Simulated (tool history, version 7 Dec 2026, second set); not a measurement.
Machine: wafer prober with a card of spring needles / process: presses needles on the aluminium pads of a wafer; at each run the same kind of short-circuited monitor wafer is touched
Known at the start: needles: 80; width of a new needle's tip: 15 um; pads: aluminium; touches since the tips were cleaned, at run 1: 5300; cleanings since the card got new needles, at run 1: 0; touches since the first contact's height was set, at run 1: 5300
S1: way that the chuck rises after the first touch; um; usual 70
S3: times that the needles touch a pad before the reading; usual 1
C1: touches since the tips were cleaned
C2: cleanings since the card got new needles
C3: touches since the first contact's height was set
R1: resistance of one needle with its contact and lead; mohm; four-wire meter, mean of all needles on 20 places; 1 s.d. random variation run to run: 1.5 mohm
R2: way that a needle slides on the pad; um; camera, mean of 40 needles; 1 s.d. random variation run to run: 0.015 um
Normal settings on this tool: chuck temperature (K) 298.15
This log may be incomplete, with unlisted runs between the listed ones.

run 1 hour=0 | S1=70 chuck_temperature_(K)=298.15 S3=1 | C1=5300 C2=0 C3=5300 | R1=157 R2=8.73
-- hour=3.7 tips cleaned on abrasive film
run 2 hour=13.4 | S1=59 chuck_temperature_(K)=298.15 S3=1 | C1=3494 C2=1 C3=10100 | R1=157 R2=7.34
-- hour=21.6 tips cleaned on abrasive film
run 3 hour=38.3 | S1=59 chuck_temperature_(K)=298.15 S3=1 | C1=6052 C2=2 C3=19065 | R1=162 R2=7.34
-- hour=40.8 tips cleaned on abrasive film
run 4 hour=51.4 | S1=52 chuck_temperature_(K)=298.15 S3=1 | C1=3858 C2=3 C3=23761 | R1=164 R2=6.49
-- hour=58 tips cleaned on abrasive film
run 5 hour=71.8 | S1=52 chuck_temperature_(K)=298.15 S3=1 | C1=4983 C2=4 C3=31061 | R1=164 R2=6.45
-- hour=77.1 tips cleaned on abrasive film
run 6 hour=93.6 | S1=70 chuck_temperature_(K)=298.15 S3=1 | C1=5940 C2=5 C3=38901 | R1=156 R2=8.7
-- hour=95.7 tips cleaned on abrasive film
run 7 hour=111.2 | S1=70 chuck_temperature_(K)=298.15 S3=1 | C1=5595 C2=6 C3=45232 | R1=159 R2=8.69
-- hour=112.8 tips cleaned on abrasive film
-- hour=129.9 tips cleaned on abrasive film
run 8 hour=134.2 | S1=70 chuck_temperature_(K)=298.15 S3=1 | C1=1571 C2=8 C3=53473 | R1=150 R2=8.69
-- hour=148.2 tips cleaned on abrasive film
run 9 hour=154.3 | S1=70 chuck_temperature_(K)=298.15 S3=1 | C1=2229 C2=9 C3=60686 | R1=152 R2=8.65
-- hour=165.6 tips cleaned on abrasive film
run 10 hour=168.2 | S1=70 chuck_temperature_(K)=298.15 S3=1 | C1=921 C2=10 C3=65652 | R1=147 R2=8.66
-- hour=183.5 tips cleaned on abrasive film
run 11 hour=193.6 | S1=70 chuck_temperature_(K)=298.15 S3=1 | C1=3645 C2=11 C3=74806 | R1=156 R2=8.66
-- hour=201.4 tips cleaned on abrasive film
-- hour=218.8 tips cleaned on abrasive film
run 12 hour=219.9 | S1=70 chuck_temperature_(K)=298.15 S3=1 | C1=402 C2=13 C3=84202 | R1=145 R2=8.65
-- hour=236.3 tips cleaned on abrasive film
run 13 hour=238.4 | S1=70 chuck_temperature_(K)=305.15 S3=1 | C1=759 C2=14 C3=90863 | R1=151 R2=8.61
-- hour=253.5 tips cleaned on abrasive film
run 14 hour=262.4 | S1=70 chuck_temperature_(K)=305.15 S3=1 | C1=3199 C2=15 C3=99475 | R1=156 R2=8.62
-- hour=271.4 tips cleaned on abrasive film
run 15 hour=277.9 | S1=70 chuck_temperature_(K)=298.15 S3=3 | C1=2322 C2=16 C3=105034 | R1=148 R2=8.63
-- hour=288.9 tips cleaned on abrasive film
run 16 hour=302.8 | S1=70 chuck_temperature_(K)=396.15 S3=1 | C1=5030 C2=17 C3=114005 | R1=170 R2=8.61
-- hour=306.2 tips cleaned on abrasive film
run 17 hour=321.2 | S1=70 chuck_temperature_(K)=396.15 S3=1 | C1=5399 C2=18 C3=120593 | R1=173 R2=8.63
-- hour=323.4 tips cleaned on abrasive film
run 18 hour=338.9 | S1=70 chuck_temperature_(K)=298.15 S3=3 | C1=5600 C2=19 C3=126953 | R1=152 R2=8.61
-- hour=340.4 tips cleaned on abrasive film
-- hour=358.1 tips cleaned on abrasive film
run 19 hour=358.1 | S1=70 chuck_temperature_(K)=298.15 S3=3 | C1=0 C2=21 C3=133802 | R1=143 R2=8.61
run 20 hour=368.6 | S1=70 chuck_temperature_(K)=298.15 S3=3 | C1=3813 C2=21 C3=137615 | R1=150 R2=8.6
-- hour=375.6 tips cleaned on abrasive film
run 21 hour=381.5 | S1=70 chuck_temperature_(K)=298.15 S3=3 | C1=2100 C2=22 C3=142212 | R1=145 R2=8.59
-- hour=392.9 tips cleaned on abrasive film
run 22 hour=400 | S1=70 chuck_temperature_(K)=298.15 S3=3 | C1=2570 C2=23 C3=148862 | R1=147 R2=8.56
-- hour=410.4 tips cleaned on abrasive film
run 23 hour=417.4 | S1=70 chuck_temperature_(K)=307.15 S3=2 | C1=2514 C2=24 C3=155109 | R1=153 R2=8.56
-- hour=429 tips cleaned on abrasive film
run 24 hour=439 | S1=70 chuck_temperature_(K)=307.15 S3=2 | C1=3623 C2=25 C3=162890 | R1=153 R2=8.58

3 ways to go on from here, each from the tool as it stands after run 24. What would each give?
-- hour=448.1 tips cleaned on abrasive film
run A hour=455.1 | S1=70 chuck_temperature_(K)=298.15 S3=1 | C1=2516 C2=26 C3=168647 | R1=? R2=?
-- hour=448.1 tips cleaned on abrasive film
run B hour=455.1 | S1=90 chuck_temperature_(K)=307.15 S3=2 | C1=2516 C2=26 C3=168647 | R1=? R2=?
-- hour=448.1 tips cleaned on abrasive film
run C hour=455.1 | S1=70 chuck_temperature_(K)=299.15 S3=2 | C1=2516 C2=26 C3=168647 | R1=? R2=?

run=A R1=155 R2=8.56
run=B R1=150 R2=11.06
run=C R1=153 R2=8.55
Take away the tool's hidden state, keep each run's random variation, and the runs would have read:
run=A R1=145 R2=8.73
run=B R1=146 R2=11.22
run=C R1=147 R2=8.71

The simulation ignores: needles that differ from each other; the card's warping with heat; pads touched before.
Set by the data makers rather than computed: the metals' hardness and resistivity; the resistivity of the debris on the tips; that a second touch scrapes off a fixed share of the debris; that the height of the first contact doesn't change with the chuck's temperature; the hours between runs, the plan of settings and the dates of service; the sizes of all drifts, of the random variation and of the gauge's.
